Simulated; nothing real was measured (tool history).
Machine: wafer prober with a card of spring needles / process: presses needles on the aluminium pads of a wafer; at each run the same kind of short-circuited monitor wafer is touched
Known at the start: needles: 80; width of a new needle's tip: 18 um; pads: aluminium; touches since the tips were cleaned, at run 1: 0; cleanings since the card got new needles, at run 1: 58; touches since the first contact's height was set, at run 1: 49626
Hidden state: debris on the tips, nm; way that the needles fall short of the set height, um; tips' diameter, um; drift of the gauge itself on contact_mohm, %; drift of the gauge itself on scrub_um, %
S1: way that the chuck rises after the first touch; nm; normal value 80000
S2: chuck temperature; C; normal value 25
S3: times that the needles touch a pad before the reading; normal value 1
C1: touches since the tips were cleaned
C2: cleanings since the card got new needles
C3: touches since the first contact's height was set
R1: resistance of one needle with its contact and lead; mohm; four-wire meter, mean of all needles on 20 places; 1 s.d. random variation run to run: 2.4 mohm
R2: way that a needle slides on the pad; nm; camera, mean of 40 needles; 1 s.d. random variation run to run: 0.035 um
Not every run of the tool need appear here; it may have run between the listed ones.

| run | hour | S1 | S2 | S3 | C1 | C2 | C3 | R1 | R2 |
|---|---|---|---|---|---|---|---|---|---|
| 1 | 0 | 80000 | 25 | 1 | 0 | 58 | 49626 | 282 | 22140 |
|  | 27.9 | tips cleaned on abrasive film |
|  | 55.9 | tips cleaned on abrasive film |
| 2 | 57.8 | 80000 | 25 | 1 | 501 | 60 | 65487 | 348 | 22090 |
|  | 80.2 | tips cleaned on abrasive film |
|  | 103.6 | tips cleaned on abrasive film |
| 3 | 109.9 | 80000 | 25 | 1 | 1733 | 62 | 79796 | 451 | 22040 |
|  | 131.6 | tips cleaned on abrasive film |
| 4 | 152.5 | 80000 | 25 | 1 | 5751 | 63 | 91508 | 531 | 22050 |
|  | 158.4 | tips cleaned on abrasive film |
|  | 177.3 | height of the first contact set anew |
|  | 182.4 | tips cleaned on abrasive film |
|  | 208 | tips cleaned on abrasive film |
| 5 | 211.7 | 80000 | 25 | 1 | 1025 | 66 | 9439 | 407 | 22300 |
|  | 235.4 | tips cleaned on abrasive film |
| 6 | 250.2 | 80000 | 106 | 1 | 4083 | 67 | 20025 | 503 | 22320 |
|  | 259.9 | tips cleaned on abrasive film |
|  | 284.9 | tips cleaned on abrasive film |
| 7 | 288.9 | 80000 | 106 | 1 | 1094 | 69 | 30613 | 408 | 22190 |
|  | 311.5 | tips cleaned on abrasive film |
| 8 | 328.2 | 80000 | 106 | 1 | 4619 | 70 | 41429 | 505 | 22200 |
|  | 337.6 | tips cleaned on abrasive film |
|  | 342.4 | tips cleaned on abrasive film, once more |
|  | 366.5 | tips cleaned on abrasive film |
| 9 | 379 | 78000 | 42 | 2 | 3419 | 73 | 55323 | 426 | 21560 |
|  | 390.8 | tips cleaned on abrasive film |
|  | 416.9 | tips cleaned on abrasive film |
| 10 | 426.9 | 78000 | 42 | 2 | 2746 | 75 | 68465 | 422 | 21490 |
|  | 444.5 | tips cleaned on abrasive film |
|  | 469.6 | tips cleaned on abrasive film |
| 11 | 477.4 | 65000 | 28 | 2 | 2129 | 77 | 82328 | 468 | 17810 |

Each row is a separate what-if for the run after 11, all from the same tool condition, not one after another. Results?
|  | 497.6 | tips cleaned on abrasive film |
|  | 525 | tips cleaned on abrasive film |
|  | 537.4 | height of the first contact set anew |
| A | 537.4 | 86000 | 33 | 1 | 3311 | 79 | 0 | ? | ? |
|  | 497.6 | tips cleaned on abrasive film |
|  | 525 | tips cleaned on abrasive film |
|  | 537.4 | height of the first contact set anew |
| B | 537.4 | 65000 | 53 | 2 | 3311 | 79 | 0 | ? | ? |
|  | 497.6 | tips cleaned on abrasive film |
|  | 525 | tips cleaned on abrasive film |
|  | 537.4 | height of the first contact set anew |
| C | 537.4 | 80000 | 56 | 1 | 3311 | 79 | 0 | ? | ? |
|  | 497.6 | tips cleaned on abrasive film |
|  | 525 | tips cleaned on abrasive film |
|  | 537.4 | height of the first contact set anew |
| D | 537.4 | 95000 | 43 | 2 | 3311 | 79 | 0 | ? | ? |
|  | 497.6 | tips cleaned on abrasive film |
|  | 525 | tips cleaned on abrasive film |
|  | 537.4 | height of the first contact set anew |
| E | 537.4 | 68000 | 28 | 1 | 3311 | 79 | 0 | ? | ? |

| run | R1 | R2 |
|---|---|---|
| A | 465 | 23920 |
| B | 479 | 18190 |
| C | 501 | 22300 |
| D | 369 | 26510 |
| E | 590 | 18970 |
Without the tool's hidden state the same runs would have given:
| run | R1 | R2 |
|---|---|---|
| A | 267 | 23920 |
| B | 283 | 18190 |
| C | 280 | 22300 |
| D | 269 | 26510 |
| E | 278 | 18970 |

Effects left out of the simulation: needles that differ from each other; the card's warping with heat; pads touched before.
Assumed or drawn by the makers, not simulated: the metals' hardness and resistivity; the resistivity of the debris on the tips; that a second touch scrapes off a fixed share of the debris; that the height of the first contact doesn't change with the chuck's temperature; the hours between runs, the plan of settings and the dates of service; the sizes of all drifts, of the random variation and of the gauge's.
